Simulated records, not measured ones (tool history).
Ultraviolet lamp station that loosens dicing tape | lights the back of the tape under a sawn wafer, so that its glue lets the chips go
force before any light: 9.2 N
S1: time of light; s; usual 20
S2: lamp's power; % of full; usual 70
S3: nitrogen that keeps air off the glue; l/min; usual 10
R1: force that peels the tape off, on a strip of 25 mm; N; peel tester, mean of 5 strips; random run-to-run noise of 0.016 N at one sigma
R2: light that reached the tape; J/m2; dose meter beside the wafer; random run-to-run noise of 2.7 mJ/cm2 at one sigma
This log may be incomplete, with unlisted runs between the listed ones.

run  hour  S1  S2  S3     R1    R2
  1     0  20  70  10  0.857  3390
  2   5.5  20  70  10   0.87  3370
  3  13.8  20  70  10  0.853  3350
  4  22.2  16  70  10  1.308  2710
  5  28.1  15  70  10  1.463  2510
  6  36.5  15  70  10  1.494  2510
  7  44.7  20  70  10  0.886  3350
  8  53.6  20  70  10   0.85  3300
  9  62.8  12  65  10  2.387  1840
 10  68.9  16  65  14  1.325  2450

Predict the results of run 11:
 11  73.9  39  89  10   ?   ?

{"run 11": {"R1": 0.169, "R2": 8240}}
Were there no unlogged condition in the tool, this run, its random variation unchanged, would have produced R1 0.164 N, R2 8760 J/m2.
